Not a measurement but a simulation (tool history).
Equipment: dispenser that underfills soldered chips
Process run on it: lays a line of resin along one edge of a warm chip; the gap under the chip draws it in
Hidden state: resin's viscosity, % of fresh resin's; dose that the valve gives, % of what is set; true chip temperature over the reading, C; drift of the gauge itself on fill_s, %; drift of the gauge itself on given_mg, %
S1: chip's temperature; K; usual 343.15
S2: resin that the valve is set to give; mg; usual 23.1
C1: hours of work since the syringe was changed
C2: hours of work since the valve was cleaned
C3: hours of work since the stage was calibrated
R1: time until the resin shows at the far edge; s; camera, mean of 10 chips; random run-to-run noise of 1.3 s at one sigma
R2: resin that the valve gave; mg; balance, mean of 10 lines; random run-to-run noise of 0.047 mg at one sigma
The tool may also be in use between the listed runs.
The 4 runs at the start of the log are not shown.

| run | hour | S1 | S2 | C1 | C2 | C3 | R1 | R2 |
|---|---|---|---|---|---|---|---|---|
| 5 | 20.7 | 343.15 | 23.1 | 5 | 51 | 166 | 153.3 | 22.69 |
| 6 | 24.8 | 343.15 | 23.1 | 8 | 53 | 168 | 168.8 | 22.66 |
|  | 26.3 | new syringe of resin |
| 7 | 29.1 | 343.15 | 23.1 | 2 | 56 | 171 | 134.9 | 22.63 |
| 8 | 36 | 343.15 | 23.1 | 6 | 60 | 175 | 156.9 | 22.57 |
| 9 | 39.1 | 335.15 | 23.1 | 8 | 62 | 177 | 244.6 | 22.5 |
|  | 40.4 | new syringe of resin |
| 10 | 46.5 | 335.15 | 23.1 | 4 | 66 | 181 | 209.9 | 22.48 |
| 11 | 49.8 | 335.15 | 23.1 | 6 | 68 | 183 | 223.9 | 22.37 |
|  | 54.5 | new syringe of resin |
| 12 | 54.5 | 335.15 | 23.1 | 0 | 71 | 186 | 189 | 22.38 |
| 13 | 58.5 | 335.15 | 23.1 | 2 | 73 | 188 | 206.2 | 22.35 |
| 14 | 64.3 | 343.15 | 20.8 | 6 | 77 | 192 | 165.3 | 20.25 |
|  | 68.8 | new syringe of resin |
| 15 | 68.8 | 343.15 | 24.2 | 0 | 79 | 194 | 124.4 | 23.53 |
| 16 | 73.1 | 343.15 | 24.2 | 3 | 82 | 197 | 137.2 | 23.44 |
| 17 | 80 | 338.15 | 21.3 | 7 | 86 | 201 | 211.4 | 20.53 |
|  | 83.1 | new syringe of resin |
| 18 | 86.1 | 350.15 | 19.7 | 2 | 89 | 204 | 103.5 | 19 |
| 19 | 89.2 | 340.15 | 20.1 | 4 | 91 | 206 | 172.5 | 19.42 |
| 20 | 95.3 | 340.15 | 20.1 | 7 | 95 | 210 | 202 | 19.31 |
|  | 97.3 | new syringe of resin |
| 21 | 100.5 | 339.15 | 25.4 | 2 | 98 | 213 | 156.2 | 24.35 |
|  | 104.2 | dispensing valve cleaned and set on the balance |
| 22 | 108 | 339.15 | 20.9 | 6 | 2 | 217 | 190.2 | 20.86 |
|  | 112.3 | new syringe of resin |
| 23 | 113.9 | 335.15 | 21 | 1 | 6 | 220 | 192.5 | 20.87 |
| 24 | 120.2 | 358.15 | 25 | 5 | 9 | 224 | 70.8 | 24.81 |
|  | 126.3 | new syringe of resin |
| 25 | 126.9 | 331.15 | 22 | 0 | 13 | 228 | 228.5 | 21.81 |
| 26 | 129.8 | 354.15 | 27.8 | 2 | 15 | 230 | 76.2 | 27.66 |

Run 27 comes next. What will it give?
| 27 | 135.3 | 347.15 | 20.6 | 5 | 18 | 233 | ? | ? |

{"run 27": {"R1": 125.2, "R2": 20.33}}
With the hidden condition absent and the run-to-run variation left alone, this run would have shown R1 110 s, R2 20.53 mg.
